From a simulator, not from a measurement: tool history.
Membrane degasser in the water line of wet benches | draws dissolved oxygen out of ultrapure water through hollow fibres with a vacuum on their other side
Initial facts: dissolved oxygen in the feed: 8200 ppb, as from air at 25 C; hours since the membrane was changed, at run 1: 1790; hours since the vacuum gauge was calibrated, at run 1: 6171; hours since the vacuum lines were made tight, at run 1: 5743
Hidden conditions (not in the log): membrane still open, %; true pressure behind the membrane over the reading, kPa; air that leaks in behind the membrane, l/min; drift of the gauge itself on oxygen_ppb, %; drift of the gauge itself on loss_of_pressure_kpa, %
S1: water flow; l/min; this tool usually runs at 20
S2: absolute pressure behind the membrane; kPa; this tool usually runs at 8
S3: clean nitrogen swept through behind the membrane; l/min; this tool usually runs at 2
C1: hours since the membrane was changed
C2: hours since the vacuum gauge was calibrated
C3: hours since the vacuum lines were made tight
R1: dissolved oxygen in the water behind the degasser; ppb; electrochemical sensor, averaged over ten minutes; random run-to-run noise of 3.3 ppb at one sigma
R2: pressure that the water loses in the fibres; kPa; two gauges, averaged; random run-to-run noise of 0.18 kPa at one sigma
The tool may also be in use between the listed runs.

| run | hour | S1 | S2 | S3 | C1 | C2 | C3 | R1 | R2 |
|---|---|---|---|---|---|---|---|---|---|
| 1 | 0 | 20 | 8 | 2 | 1790 | 6171 | 5743 | 331.6 | 32.21 |
|  | 56.6 | vacuum gauge calibrated |
| 2 | 71.6 | 15 | 8 | 2 | 1861 | 15 | 5814 | 185.9 | 24.42 |
| 3 | 165.7 | 15 | 8 | 2 | 1955 | 109 | 5908 | 189.1 | 24.3 |
| 4 | 244.2 | 15 | 8 | 2 | 2034 | 188 | 5987 | 186.6 | 24.15 |
| 5 | 335.3 | 15 | 10.8 | 2 | 2125 | 279 | 6078 | 236.3 | 24.22 |
| 6 | 426.8 | 31 | 8 | 2 | 2216 | 370 | 6170 | 706.6 | 48.95 |
| 7 | 498 | 31 | 8 | 2 | 2287 | 441 | 6241 | 713.3 | 49.43 |
| 8 | 577.2 | 31 | 8 | 2 | 2367 | 521 | 6320 | 706.9 | 49.2 |
| 9 | 678.2 | 31 | 8 | 2 | 2468 | 622 | 6421 | 710.3 | 48.99 |
| 10 | 753.2 | 20 | 8 | 2 | 2543 | 697 | 6496 | 331.7 | 31.48 |
| 11 | 808 | 21 | 8 | 2 | 2597 | 751 | 6551 | 363.2 | 33.06 |
| 12 | 904.1 | 21 | 8.06 | 2 | 2694 | 847 | 6647 | 360.6 | 33.03 |
|  | 949.4 | seals of the vacuum lines changed |
| 13 | 967.8 | 21 | 8.06 | 2 | 2755 | 909 | 18 | 360.6 | 33.14 |
|  | 1031.2 | gauge calibrated |
| 14 | 1074.2 | 21 | 8.06 | 5.4 | 2862 | 1016 | 125 | 295.8 | 33.96 |
| 15 | 1132.8 | 21 | 8.06 | 5.4 | 2920 | 1074 | 183 | 295.1 | 33.56 |
| 16 | 1179.8 | 20 | 8 | 2 | 2967 | 1121 | 230 | 325 | 32.21 |
| 17 | 1230 | 20 | 8 | 2 | 3017 | 1171 | 281 | 330.1 | 32.07 |
| 18 | 1285.6 | 18 | 8 | 3.63 | 3073 | 1227 | 336 | 225.4 | 28.91 |
| 19 | 1353.8 | 18 | 8 | 3.63 | 3141 | 1295 | 404 | 231.1 | 28.77 |
| 20 | 1460.1 | 18 | 8 | 3.63 | 3248 | 1402 | 511 | 227.1 | 29.04 |
| 21 | 1505.5 | 22 | 10.82 | 2 | 3293 | 1447 | 556 | 454.2 | 35.02 |
| 22 | 1593 | 22 | 10.82 | 2 | 3380 | 1534 | 644 | 456.1 | 35 |
| 23 | 1685.1 | 20 | 7.22 | 2.59 | 3473 | 1627 | 736 | 296.9 | 31.66 |
| 24 | 1748.9 | 17 | 6.16 | 2.03 | 3536 | 1690 | 800 | 205.7 | 27.25 |
| 25 | 1801.3 | 18 | 14.61 | 1.84 | 3589 | 1743 | 852 | 416.8 | 28.35 |
| 26 | 1846.4 | 17 | 8.24 | 4.2 | 3634 | 1788 | 897 | 197.2 | 26.86 |
| 27 | 1897.2 | 24 | 16.94 | 1.2 | 3685 | 1839 | 948 | 864.2 | 38.01 |
| 28 | 1984.2 | 24 | 4.9 | 1.2 | 3772 | 1926 | 1035 | 403.9 | 38.17 |
|  | 2035.5 | gauge calibrated |
| 29 | 2078 | 24 | 4.9 | 1.2 | 3865 | 2019 | 1129 | 412.3 | 38.98 |
| 30 | 2140.5 | 24 | 10.84 | 2.09 | 3928 | 2082 | 1191 | 533.7 | 38.81 |
| 31 | 2200.7 | 24 | 10.84 | 2.09 | 3988 | 2142 | 1251 | 523.4 | 38.88 |

Entry by entry between the runs, the difference in hidden state between the last listed run before and the first listed run after:
In the gap between runs 1 and 2: vacuum gauge calibrated (hour 56.6)
  true pressure behind the membrane over the reading, kPa: 0.01 -> 0; drift of the gauge itself on loss_of_pressure_kpa, %: 0 -> -0.21
  what was measured, less what the result would be without the hidden state, R2: +0.02 -> -0.04 kPa
In the gap between runs 12 and 13: seals of the vacuum lines changed (hour 949.4)
  air that leaks in behind the membrane, l/min: 0.0028 -> 0.002; drift of the gauge itself on loss_of_pressure_kpa, %: -2.64 -> -2.82
  what was measured, less what the result would be without the hidden state, R2: -0.88 -> -0.93 kPa
In the gap between runs 13 and 14: gauge calibrated (hour 1031.2)
  drift of the gauge itself on loss_of_pressure_kpa, %: -2.82 -> -0.13
  what was measured, less what the result would be without the hidden state, R2: -0.93 -> -0.03 kPa
In the gap between runs 28 and 29: gauge calibrated (hour 2035.5)
  drift of the gauge itself on loss_of_pressure_kpa, %: -2.78 -> -0.12
  what was measured, less what the result would be without the hidden state, R2: -1.05 -> -0.02 kPa
